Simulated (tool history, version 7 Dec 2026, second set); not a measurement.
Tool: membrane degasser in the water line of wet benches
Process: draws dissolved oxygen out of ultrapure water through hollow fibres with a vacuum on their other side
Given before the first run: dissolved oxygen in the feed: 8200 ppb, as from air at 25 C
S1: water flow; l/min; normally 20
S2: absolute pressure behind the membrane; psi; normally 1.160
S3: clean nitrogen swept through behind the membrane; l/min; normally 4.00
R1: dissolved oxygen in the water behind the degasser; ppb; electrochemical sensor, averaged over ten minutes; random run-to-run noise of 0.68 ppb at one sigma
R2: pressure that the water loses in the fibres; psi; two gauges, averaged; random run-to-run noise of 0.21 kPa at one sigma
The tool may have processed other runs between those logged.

{"run": 1, "hour": 0.0, "S1": 20, "S2": 1.16, "S3": 4.0, "R1": 65.2, "R2": 7.029}
{"run": 2, "hour": 205.2, "S1": 24, "S2": 1.16, "S3": 4.0, "R1": 85.3, "R2": 8.441}
{"run": 3, "hour": 521.4, "S1": 24, "S2": 1.16, "S3": 4.0, "R1": 84.8, "R2": 8.414}
{"run": 4, "hour": 774.6, "S1": 24, "S2": 1.16, "S3": 4.0, "R1": 86.0, "R2": 8.479}
{"run": 5, "hour": 1040.1, "S1": 24, "S2": 1.16, "S3": 4.0, "R1": 85.0, "R2": 8.444}
{"run": 6, "hour": 1240.3, "S1": 24, "S2": 1.16, "S3": 4.0, "R1": 85.5, "R2": 8.505}
{"run": 7, "hour": 1485.8, "S1": 24, "S2": 1.16, "S3": 4.0, "R1": 85.5, "R2": 8.479}
{"run": 8, "hour": 1650.7, "S1": 24, "S2": 1.16, "S3": 4.0, "R1": 85.8, "R2": 8.456}
{"run": 9, "hour": 1874.3, "S1": 20, "S2": 1.74, "S3": 4.0, "R1": 114.4, "R2": 7.108}
{"hour": 1894.1, "done": "vacuum gauge calibrated"}
{"run": 10, "hour": 2094.8, "S1": 20, "S2": 1.16, "S3": 3.51, "R1": 75.4, "R2": 7.088}
{"run": 11, "hour": 2229.3, "S1": 31, "S2": 1.096, "S3": 5.7, "R1": 104.4, "R2": 11.007}
{"run": 12, "hour": 2509.7, "S1": 16, "S2": 1.11, "S3": 2.8, "R1": 67.3, "R2": 5.697}

Expected results for the next run?
{"run": 13, "hour": 2693.1, "S1": 20, "S2": 1.16, "S3": 4.26, "R1": "?", "R2": "?"}

Run 13 yielded R1 64.4 ppb, R2 7.130 psi.
Without the tool's hidden state the same run would have given R1 59.8 ppb, R2 6.878 psi.
